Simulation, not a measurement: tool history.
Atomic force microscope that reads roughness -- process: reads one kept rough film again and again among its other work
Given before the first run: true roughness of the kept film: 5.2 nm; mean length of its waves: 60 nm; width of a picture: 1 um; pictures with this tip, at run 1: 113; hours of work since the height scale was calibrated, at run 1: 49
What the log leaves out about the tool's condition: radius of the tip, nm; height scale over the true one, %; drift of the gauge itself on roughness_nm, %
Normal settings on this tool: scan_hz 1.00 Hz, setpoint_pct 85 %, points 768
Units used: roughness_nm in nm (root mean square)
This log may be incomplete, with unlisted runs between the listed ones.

| run | hour | scan_hz | setpoint_pct | points | pictures with this tip | hours of work since the height scale was calibrated | roughness_nm |
|---|---|---|---|---|---|---|---|
| 1 | 0.0 | 1.00 | 85 | 768 | 113 | 49 | 4.753 |
| 2 | 7.6 | 1.00 | 85 | 739 | 119 | 52 | 4.700 |
| 3 | 17.9 | 1.00 | 85 | 739 | 126 | 56 | 4.740 |
| 4 | 27.5 | 1.00 | 85 | 739 | 134 | 60 | 4.734 |
| 5 | 32.1 | 1.00 | 85 | 739 | 137 | 62 | 4.712 |
| 6 | 39.4 | 0.79 | 85 | 739 | 142 | 65 | 4.766 |
| 7 | 46.0 | 1.00 | 85 | 897 | 147 | 68 | 4.702 |
| 8 | 52.0 | 1.10 | 86 | 274 | 152 | 70 | 4.700 |
| 9 | 62.0 | 1.03 | 84 | 768 | 159 | 74 | 4.742 |
| 10 | 68.2 | 0.56 | 61 | 413 | 164 | 77 | 4.901 |
| 11 | 74.7 | 0.60 | 61 | 267 | 169 | 79 | 4.813 |
| 12 | 81.2 | 1.00 | 69 | 724 | 174 | 82 | 4.795 |
| 13 | 89.7 | 0.66 | 70 | 497 | 180 | 85 | 4.869 |
| 14 | 95.3 | 3.00 | 69 | 768 | 184 | 88 | 4.665 |

3 options for the next run, each taken on its own from the tool as it stands now. Forecast them:
| A | 100.7 | 3.00 | 69 | 326 | 188 | 90 | ? |
| B | 100.7 | 1.00 | 66 | 410 | 188 | 90 | ? |
| C | 100.7 | 3.00 | 83 | 610 | 188 | 90 | ? |

| run | roughness_nm |
|---|---|
| A | 4.643 |
| B | 4.844 |
| C | 4.428 |
The same runs, with their run-to-run variation unchanged, on a tool lacking any hidden condition would have given:
| run | roughness_nm |
|---|---|
| A | 4.650 |
| B | 4.851 |
| C | 4.434 |

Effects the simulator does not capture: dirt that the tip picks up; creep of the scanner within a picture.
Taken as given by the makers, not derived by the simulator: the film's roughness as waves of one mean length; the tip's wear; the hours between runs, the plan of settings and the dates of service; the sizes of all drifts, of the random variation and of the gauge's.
